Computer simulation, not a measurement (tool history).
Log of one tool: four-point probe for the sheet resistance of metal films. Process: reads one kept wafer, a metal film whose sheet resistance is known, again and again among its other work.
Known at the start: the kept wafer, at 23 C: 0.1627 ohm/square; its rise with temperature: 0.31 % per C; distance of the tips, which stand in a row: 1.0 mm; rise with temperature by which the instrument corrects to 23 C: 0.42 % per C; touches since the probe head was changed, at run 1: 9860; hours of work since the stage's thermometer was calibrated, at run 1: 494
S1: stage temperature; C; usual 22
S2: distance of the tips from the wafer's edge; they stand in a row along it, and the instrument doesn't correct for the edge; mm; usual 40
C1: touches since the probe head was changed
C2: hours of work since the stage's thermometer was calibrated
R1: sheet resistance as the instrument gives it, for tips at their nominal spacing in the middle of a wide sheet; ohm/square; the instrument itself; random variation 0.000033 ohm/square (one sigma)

Run 1, day 0: usual settings; C1 9860; C2 494. Result: R1 0.162438 ohm/square.
Run 2, day 0.579: usual settings but S1 27 C; C1 10162; C2 503. Result: R1 0.161619 ohm/square.
Run 3, day 0.983: usual settings but S1 29 C; C1 10373; C2 509. Result: R1 0.161211 ohm/square.
Run 4, day 1.55: usual settings but S1 25 C; C1 10667; C2 518. Result: R1 0.161961 ohm/square.
Run 5, day 1.933: usual settings but S1 25 C; C1 10867; C2 524. Result: R1 0.161948 ohm/square.
Run 6, day 2.412: usual settings but S1 25 C, S2 4 mm; C1 11118; C2 532. Result: R1 0.167103 ohm/square.
Run 7, day 2.729: usual settings; C1 11282; C2 537. Result: R1 0.162491 ohm/square.
Run 8, day 3.038: usual settings; C1 11443; C2 542. Result: R1 0.162442 ohm/square.
Run 9, day 3.554: usual settings; C1 11714; C2 550. Result: R1 0.162479 ohm/square.
Run 10, day 3.846: usual settings; C1 11866; C2 554. Result: R1 0.162497 ohm/square.
Run 11, day 4.271: usual settings; C1 12086; C2 561. Result: R1 0.162479 ohm/square.
Run 12, day 4.546: usual settings but S1 32 C; C1 12231; C2 566. Result: R1 0.160753 ohm/square.
Run 13, day 5.154: usual settings but S1 32 C; C1 12548; C2 575. Result: R1 0.160751 ohm/square.
Run 14, day 5.754: usual settings but S1 20 C, S2 4 mm; C1 12860; C2 585. Result: R1 0.168046 ohm/square.
Run 15, day 6.412: usual settings but S1 30 C, S2 5 mm; C1 13203; C2 595. Result: R1 0.164452 ohm/square.
Run 16, day 6.917: usual settings but S1 30 C, S2 5 mm; C1 13467; C2 603. Result: R1 0.164389 ohm/square.
Run 17, day 7.317: usual settings but S1 30 C, S2 5 mm; C1 13675; C2 609. Result: R1 0.1644 ohm/square.
Run 18, day 7.883: usual settings but S1 24 C; C1 13970; C2 618. Result: R1 0.162114 ohm/square.
Run 19, day 8.258: usual settings but S1 24 C; C1 14167; C2 624. Result: R1 0.162108 ohm/square.
Run 20, day 8.592: usual settings but S2 10 mm; C1 14340; C2 629. Result: R1 0.163262 ohm/square.
Run 21, day 9.112: usual settings but S1 24 C; C1 14612; C2 638. Result: R1 0.16209 ohm/square.
Run 22, day 9.658: usual settings but S1 21 C, S2 16 mm; C1 14897; C2 646. Result: R1 0.162937 ohm/square.
Run 23, day 10.275: usual settings but S1 30 C, S2 69 mm; C1 15217; C2 656. Result: R1 0.161045 ohm/square.
Run 24, day 10.846: usual settings but S1 18 C, S2 6 mm; C1 15515; C2 665. Result: R1 0.165583 ohm/square.
Run 25, day 11.204: usual settings but S1 18 C, S2 6 mm; C1 15702; C2 670. Result: R1 0.165522 ohm/square.

5 ways to go on from here, each from the tool as it stands after run 25. What would each give?
Run A, day 11.558: usual settings but S1 20 C, S2 17 mm; C1 15888; C2 676. Result: R1 ?.
Run B, day 11.558: usual settings but S1 23 C, S2 9 mm; C1 15888; C2 676. Result: R1 ?.
Run C, day 11.558: usual settings but S1 33 C, S2 11 mm; C1 15888; C2 676. Result: R1 ?.
Run D, day 11.558: usual settings but S1 30 C, S2 11 mm; C1 15888; C2 676. Result: R1 ?.
Run E, day 11.558: usual settings but S1 35 C, S2 13 mm; C1 15888; C2 676. Result: R1 ?.

run        R1
  A  0.163098
  B   0.16331
  C  0.161214
  D  0.161758
  E  0.160723
Without the tool's hidden state the same runs would have given:
run        R1
  A  0.163588
  B  0.163801
  C  0.161701
  D  0.162246
  E   0.16121

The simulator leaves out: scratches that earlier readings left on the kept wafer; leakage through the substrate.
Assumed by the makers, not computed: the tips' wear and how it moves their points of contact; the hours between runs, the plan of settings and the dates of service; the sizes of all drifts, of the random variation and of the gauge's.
